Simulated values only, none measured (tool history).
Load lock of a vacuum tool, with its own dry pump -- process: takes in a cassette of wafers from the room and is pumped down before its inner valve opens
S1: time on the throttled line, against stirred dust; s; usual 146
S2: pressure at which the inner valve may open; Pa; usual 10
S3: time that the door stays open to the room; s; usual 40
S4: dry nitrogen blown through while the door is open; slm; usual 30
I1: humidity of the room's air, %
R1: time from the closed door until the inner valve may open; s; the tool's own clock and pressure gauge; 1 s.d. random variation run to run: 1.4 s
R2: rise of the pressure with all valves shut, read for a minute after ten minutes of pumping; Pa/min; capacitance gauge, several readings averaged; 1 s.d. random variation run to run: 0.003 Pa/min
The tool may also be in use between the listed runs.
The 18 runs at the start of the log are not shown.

{"run": 19, "hour": 2530.5, "S1": 146, "S2": 10, "S3": 40, "S4": 30, "I1": 45.2, "R1": 224, "R2": 0.024}
{"run": 20, "hour": 2681.4, "S1": 146, "S2": 10, "S3": 40, "S4": 30, "I1": 41.9, "R1": 220.3, "R2": 0.024}
{"run": 21, "hour": 2864.9, "S1": 146, "S2": 10, "S3": 40, "S4": 5, "I1": 43.2, "R1": 221.5, "R2": 0.042}
{"run": 22, "hour": 2974.7, "S1": 249, "S2": 12, "S3": 147, "S4": 13, "I1": 47.3, "R1": 302, "R2": 0.073}
{"run": 23, "hour": 3100.6, "S1": 146, "S2": 10, "S3": 130, "S4": 30, "I1": 45.8, "R1": 221.6, "R2": 0.046}
{"run": 24, "hour": 3218.4, "S1": 146, "S2": 10, "S3": 220, "S4": 18, "I1": 44.1, "R1": 222.5, "R2": 0.073}
{"run": 25, "hour": 3308.5, "S1": 143, "S2": 10, "S3": 220, "S4": 27, "I1": 42.7, "R1": 219.9, "R2": 0.063}
{"run": 26, "hour": 3476.7, "S1": 89, "S2": 10, "S3": 98, "S4": 30, "I1": 44.4, "R1": 175.4, "R2": 0.038}
{"run": 27, "hour": 3589.7, "S1": 94, "S2": 10, "S3": 133, "S4": 4, "I1": 44.4, "R1": 178.5, "R2": 0.087}
{"run": 28, "hour": 3763.8, "S1": 94, "S2": 10, "S3": 133, "S4": 4, "I1": 44.8, "R1": 179.6, "R2": 0.085}
{"run": 29, "hour": 3890.0, "S1": 130, "S2": 12, "S3": 133, "S4": 14, "I1": 45.6, "R1": 206.4, "R2": 0.061}
{"run": 30, "hour": 3971.5, "S1": 141, "S2": 17, "S3": 89, "S4": 14, "I1": 46, "R1": 211, "R2": 0.052}
{"run": 31, "hour": 4139.2, "S1": 141, "S2": 17, "S3": 89, "S4": 14, "I1": 45.4, "R1": 212.9, "R2": 0.055}
{"run": 32, "hour": 4239.2, "S1": 146, "S2": 10, "S3": 93, "S4": 26, "I1": 43.8, "R1": 222.6, "R2": 0.039}
{"run": 33, "hour": 4397.9, "S1": 146, "S2": 10, "S3": 93, "S4": 26, "I1": 47.4, "R1": 221.8, "R2": 0.041}
{"run": 34, "hour": 4503.4, "S1": 218, "S2": 12, "S3": 198, "S4": 6, "I1": 44.5, "R1": 284.6, "R2": 0.097}
{"run": 35, "hour": 4624.8, "S1": 218, "S2": 11, "S3": 198, "S4": 6, "I1": 46.4, "R1": 281.1, "R2": 0.107}
{"run": 36, "hour": 4728.5, "S1": 218, "S2": 11, "S3": 198, "S4": 6, "I1": 44.4, "R1": 280, "R2": 0.1}
{"run": 37, "hour": 4896.9, "S1": 218, "S2": 11, "S3": 198, "S4": 44, "I1": 43.8, "R1": 281.4, "R2": 0.049}

What if the next run were any one of these 4? Each begins from the tool's condition after run 37:
{"run": "A", "hour": 5022.7, "S1": 146, "S2": 10, "S3": 35, "S4": 30, "I1": 46.2, "R1": "?", "R2": "?"}
{"run": "B", "hour": 5022.7, "S1": 146, "S2": 12, "S3": 80, "S4": 41, "I1": 44.6, "R1": "?", "R2": "?"}
{"run": "C", "hour": 5022.7, "S1": 184, "S2": 10, "S3": 40, "S4": 30, "I1": 44.3, "R1": "?", "R2": "?"}
{"run": "D", "hour": 5022.7, "S1": 218, "S2": 11, "S3": 236, "S4": 44, "I1": 40.8, "R1": "?", "R2": "?"}

run=A R1=221 R2=0.02
run=B R1=218.8 R2=0.027
run=C R1=253 R2=0.027
run=D R1=279.7 R2=0.046
With no hidden state in the tool, these same runs would have given:
run=A R1=220.9 R2=0.02
run=B R1=218.7 R2=0.026
run=C R1=252.9 R2=0.027
run=D R1=279.6 R2=0.045
